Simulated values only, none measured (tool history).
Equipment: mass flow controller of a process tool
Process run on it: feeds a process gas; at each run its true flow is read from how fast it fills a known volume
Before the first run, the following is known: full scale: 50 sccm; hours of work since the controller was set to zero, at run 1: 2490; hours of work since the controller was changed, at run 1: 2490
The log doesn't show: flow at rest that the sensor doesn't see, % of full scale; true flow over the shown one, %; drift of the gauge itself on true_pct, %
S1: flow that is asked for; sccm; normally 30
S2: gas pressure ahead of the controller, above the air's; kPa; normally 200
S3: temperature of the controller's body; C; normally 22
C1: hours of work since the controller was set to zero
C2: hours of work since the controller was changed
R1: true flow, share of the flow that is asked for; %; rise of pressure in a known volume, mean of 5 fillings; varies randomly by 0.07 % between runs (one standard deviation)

run 1 hour=0 | S1=30 S2=200 S3=22 | C1=2490 C2=2490 | R1=98.73
run 2 hour=93.7 | S1=30 S2=200 S3=22 | C1=2527 C2=2527 | R1=98.66
run 3 hour=174.7 | S1=30 S2=200 S3=22 | C1=2559 C2=2559 | R1=98.63
run 4 hour=252.3 | S1=30 S2=200 S3=23 | C1=2589 C2=2589 | R1=98.89
run 5 hour=392.4 | S1=30 S2=200 S3=23 | C1=2644 C2=2644 | R1=98.8
run 6 hour=469.2 | S1=30 S2=200 S3=23 | C1=2674 C2=2674 | R1=98.69
run 7 hour=607.7 | S1=30 S2=200 S3=23 | C1=2729 C2=2729 | R1=98.78
run 8 hour=729.2 | S1=13 S2=200 S3=22 | C1=2777 C2=2777 | R1=97.79
run 9 hour=795.3 | S1=5 S2=200 S3=37 | C1=2803 C2=2803 | R1=97.72
run 10 hour=940.9 | S1=16 S2=235 S3=36 | C1=2860 C2=2860 | R1=98.62
run 11 hour=1046.9 | S1=17 S2=204 S3=36 | C1=2901 C2=2901 | R1=98.55
run 12 hour=1193.4 | S1=17 S2=204 S3=36 | C1=2959 C2=2959 | R1=98.39
run 13 hour=1306.3 | S1=27 S2=200 S3=22 | C1=3003 C2=3003 | R1=98.6
run 14 hour=1438.7 | S1=11 S2=159 S3=22 | C1=3055 C2=3055 | R1=97.48
run 15 hour=1518.4 | S1=11 S2=159 S3=22 | C1=3087 C2=3087 | R1=97.36
run 16 hour=1601.1 | S1=6 S2=142 S3=27 | C1=3119 C2=3119 | R1=97.15

4 ways to go on from here, each from the tool as it stands after run 16. What would each give?
run A hour=1758.1 | S1=11 S2=160 S3=27 | C1=3181 C2=3181 | R1=?
run B hour=1758.1 | S1=23 S2=200 S3=22 | C1=3181 C2=3181 | R1=?
run C hour=1758.1 | S1=6 S2=162 S3=27 | C1=3181 C2=3181 | R1=?
run D hour=1758.1 | S1=11 S2=216 S3=27 | C1=3181 C2=3181 | R1=?

run=A R1=97.47
run=B R1=98.39
run=C R1=97.39
run=D R1=98.02
Stripped of hidden state, with their random variation kept, the same runs would have yielded:
run=A R1=97.48
run=B R1=98.39
run=C R1=97.4
run=D R1=98.03
